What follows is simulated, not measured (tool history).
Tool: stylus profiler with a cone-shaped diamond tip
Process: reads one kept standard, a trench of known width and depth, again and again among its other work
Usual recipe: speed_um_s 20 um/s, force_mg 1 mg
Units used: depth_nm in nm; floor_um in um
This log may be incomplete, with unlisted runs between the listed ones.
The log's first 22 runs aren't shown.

run 23 hour=353.7 | speed_um_s=12 force_mg=1.56 | depth_nm=1005.97 floor_um=13.48
run 24 hour=374.6 | speed_um_s=12 force_mg=1.56 | depth_nm=1005.88 floor_um=13.47
run 25 hour=389.3 | speed_um_s=12 force_mg=1.56 | depth_nm=1005.86 floor_um=13.39
-- hour=403.1 height scale calibrated on a step standard, once more
run 26 hour=406.9 | speed_um_s=15 force_mg=2.86 | depth_nm=1012.76 floor_um=13.46
run 27 hour=418 | speed_um_s=15 force_mg=2.86 | depth_nm=1013.27 floor_um=13.37
run 28 hour=431.3 | speed_um_s=46 force_mg=0.55 | depth_nm=1004.29 floor_um=13.03
run 29 hour=447 | speed_um_s=25 force_mg=1.68 | depth_nm=1009.03 floor_um=13.32
run 30 hour=464.1 | speed_um_s=25 force_mg=1.68 | depth_nm=1008.85 floor_um=13.31
run 31 hour=481.1 | speed_um_s=13 force_mg=1 | depth_nm=1005.97 floor_um=13.39
run 32 hour=498.7 | speed_um_s=20 force_mg=0.53 | depth_nm=1003.69 floor_um=13.28
run 33 hour=518.4 | speed_um_s=7 force_mg=2.33 | depth_nm=1010.72 floor_um=13.41
run 34 hour=532.9 | speed_um_s=76 force_mg=0.97 | depth_nm=1006.1 floor_um=12.86
run 35 hour=543.8 | speed_um_s=76 force_mg=0.97 | depth_nm=1005.44 floor_um=12.88
run 36 hour=557.7 | speed_um_s=76 force_mg=0.97 | depth_nm=1005.79 floor_um=12.84
run 37 hour=579.6 | speed_um_s=77 force_mg=0.36 | depth_nm=1002.99 floor_um=12.46
run 38 hour=590.6 | speed_um_s=20 force_mg=0.41 | depth_nm=1003.37 floor_um=13.22
run 39 hour=600.2 | speed_um_s=20 force_mg=2.86 | depth_nm=1012.42 floor_um=13.3
run 40 hour=615.5 | speed_um_s=25 force_mg=0.81 | depth_nm=1005.05 floor_um=13.24
run 41 hour=636.5 | speed_um_s=23 force_mg=0.52 | depth_nm=1003.38 floor_um=13.12

Predict each of these 4 candidate next runs independently; none follows another, all start after run 41:
run A hour=649.3 | speed_um_s=9 force_mg=1.2 | depth_nm=? floor_um=?
run B hour=649.3 | speed_um_s=33 force_mg=2.57 | depth_nm=? floor_um=?
run C hour=649.3 | speed_um_s=43 force_mg=2.28 | depth_nm=? floor_um=?
run D hour=649.3 | speed_um_s=31 force_mg=0.52 | depth_nm=? floor_um=?

run=A depth_nm=1006.48 floor_um=13.42
run=B depth_nm=1011.82 floor_um=13.27
run=C depth_nm=1010.53 floor_um=13.14
run=D depth_nm=1003.52 floor_um=13.05
With no hidden state in the tool, these same runs would have given:
run=A depth_nm=1007.22 floor_um=14
run=B depth_nm=1012.57 floor_um=13.86
run=C depth_nm=1011.28 floor_um=13.72
run=D depth_nm=1004.27 floor_um=13.64
